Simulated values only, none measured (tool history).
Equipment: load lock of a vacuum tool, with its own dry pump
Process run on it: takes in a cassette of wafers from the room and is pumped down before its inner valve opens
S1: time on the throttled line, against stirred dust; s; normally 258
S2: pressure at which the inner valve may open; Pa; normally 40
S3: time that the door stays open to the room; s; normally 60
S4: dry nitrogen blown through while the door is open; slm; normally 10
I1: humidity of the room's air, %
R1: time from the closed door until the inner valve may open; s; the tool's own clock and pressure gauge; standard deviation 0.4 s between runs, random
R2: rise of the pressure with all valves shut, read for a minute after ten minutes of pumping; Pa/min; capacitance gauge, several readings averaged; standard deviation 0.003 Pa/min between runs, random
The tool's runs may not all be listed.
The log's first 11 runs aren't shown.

Run 12, hour 2188.3: usual settings but S4 36 slm; I1 46.7. Result: R1 319.8 s, R2 0.030 Pa/min.
Run 13, hour 2328.9: usual settings but S4 36 slm; I1 42.9. Result: R1 320.2 s, R2 0.031 Pa/min.
Run 14, hour 2526.0: usual settings; I1 44.0. Result: R1 320.0 s, R2 0.051 Pa/min.
Run 15, hour 2692.9: usual settings; I1 41.8. Result: R1 320.6 s, R2 0.046 Pa/min.
Run 16, hour 2885.2: usual settings but S2 32 Pa; I1 43.7. Result: R1 322.2 s, R2 0.041 Pa/min.
At hour 2995.6: dry pump taken out, an overhauled one fitted.
Run 17, hour 3032.5: usual settings; I1 42.9. Result: R1 311.4 s, R2 0.042 Pa/min.
Run 18, hour 3167.4: usual settings; I1 47.5. Result: R1 311.8 s, R2 0.054 Pa/min.
Run 19, hour 3307.2: usual settings; I1 46.7. Result: R1 311.3 s, R2 0.050 Pa/min.
Run 20, hour 3450.6: usual settings but S2 43 Pa; I1 47.7. Result: R1 311.7 s, R2 0.052 Pa/min.
Run 21, hour 3701.7: usual settings but S1 268 s, S4 28 slm; I1 42.7. Result: R1 321.4 s, R2 0.039 Pa/min.
Run 22, hour 3824.5: usual settings but S1 160 s, S2 49 Pa, S4 28 slm; I1 43.7. Result: R1 220.8 s, R2 0.037 Pa/min.
Run 23, hour 4044.4: usual settings but S1 160 s, S2 49 Pa, S4 28 slm; I1 42.9. Result: R1 220.6 s, R2 0.042 Pa/min.
Run 24, hour 4163.6: usual settings but S1 160 s, S2 49 Pa, S4 28 slm; I1 45.4. Result: R1 220.5 s, R2 0.042 Pa/min.
Run 25, hour 4336.2: usual settings but S1 223 s, S3 26 s; I1 46.5. Result: R1 280.6 s, R2 0.040 Pa/min.
Run 26, hour 4471.8: usual settings but S1 382 s, S4 43 slm; I1 46.6. Result: R1 425.6 s, R2 0.038 Pa/min.
Run 27, hour 4676.1: usual settings but S1 214 s, S2 28 Pa, S3 78 s, S4 22 slm; I1 43.7. Result: R1 275.4 s, R2 0.043 Pa/min.
Run 28, hour 4805.2: usual settings but S1 214 s, S2 30 Pa, S3 78 s, S4 22 slm; I1 43.3. Result: R1 275.4 s, R2 0.050 Pa/min.
Run 29, hour 4962.8: usual settings but S1 214 s, S2 74 Pa, S3 123 s, S4 22 slm; I1 44.1. Result: R1 266.4 s, R2 0.056 Pa/min.
Run 30, hour 5132.7: usual settings but S1 433 s, S2 55 Pa, S3 58 s, S4 27 slm; I1 40.7. Result: R1 469.4 s, R2 0.044 Pa/min.
Run 31, hour 5389.0: usual settings but S1 433 s, S2 55 Pa, S3 35 s, S4 33 slm; I1 45.2. Result: R1 469.3 s, R2 0.037 Pa/min.
Run 32, hour 5530.4: usual settings but S2 65 Pa; I1 46.2. Result: R1 308.5 s, R2 0.058 Pa/min.

Expected results for the next run?
Run 33, hour 5736.2: usual settings but S2 65 Pa, S3 52 s; I1 44.6. Result: R1 ?, R2 ?.

Run 33 measured R1 308.4 s, R2 0.058 Pa/min.
With the hidden condition absent and the run-to-run variation left alone, this run would have shown R1 306.7 s, R2 0.038 Pa/min.

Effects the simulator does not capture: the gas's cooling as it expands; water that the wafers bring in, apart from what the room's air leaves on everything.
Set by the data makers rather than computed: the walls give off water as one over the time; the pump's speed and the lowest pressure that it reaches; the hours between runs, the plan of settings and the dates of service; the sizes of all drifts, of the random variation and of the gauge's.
